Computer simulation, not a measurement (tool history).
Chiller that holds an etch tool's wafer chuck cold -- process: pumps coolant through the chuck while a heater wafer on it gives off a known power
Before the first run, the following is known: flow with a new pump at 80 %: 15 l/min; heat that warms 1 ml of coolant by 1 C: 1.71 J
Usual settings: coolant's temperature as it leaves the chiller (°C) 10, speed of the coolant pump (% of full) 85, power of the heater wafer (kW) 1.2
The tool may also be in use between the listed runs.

run	hour	coolant's temperature as it leaves the chiller (°C)	speed of the coolant pump (% of full)	power of the heater wafer (kW)	chuck's temperature once it has settled (°C)	how much warmer the coolant comes back (C)
1	0	10	85	1.2	18.1	2.64
2	37.2	10	85	1.2	18.2	2.68
3	82	10	85	1.2	18.3	2.66
4	114.5	10	85	1.2	18.4	2.65
5	162.7	10	85	1.2	18.3	2.66
6	209.6	10	96	1.2	17.4	2.3
7	238.9	10	85	0.831	16	1.83
8	274.5	10	85	0.831	15.7	1.84
9	323.9	9	85	1.2	17.6	2.68
10	364	10	85	1.2	18.3	2.65
11	391.8	10	85	1.2	18.3	2.7
12	426.3	10	63	1.2	21.1	3.68
13	477.8	10	63	1.2	21	3.64
14	525.4	10	63	1.2	21.3	3.64
15	557.5	10	63	1.2	21.1	3.68
16	595	10	63	1.2	21	3.66
17	629.3	10	63	1.2	21.2	3.71
18	652.6	10	63	1.2	21	3.69
19	684.6	10	63	1.2	21.3	3.67
20	712.1	6	75	1.504	17.8	3.8
21	751.3	6	80	1.504	17.1	3.59
22	804.5	19	80	0.944	26.2	2.27
23	854.3	4	72	1.2	14	3.21
24	908	0	85	0.843	6	1.87
25	940.2	5	85	1.767	17.4	3.96

The next listed run, before its measurement:
26	992	5	84	0.714	?	?

chuck's temperature once it has settled (°C): 10.4
how much warmer the coolant comes back (C): 1.6
Minus the tool's unlogged condition, the same run would have read chuck's temperature once it has settled (°C) 9.5, how much warmer the coolant comes back (C) 1.57.
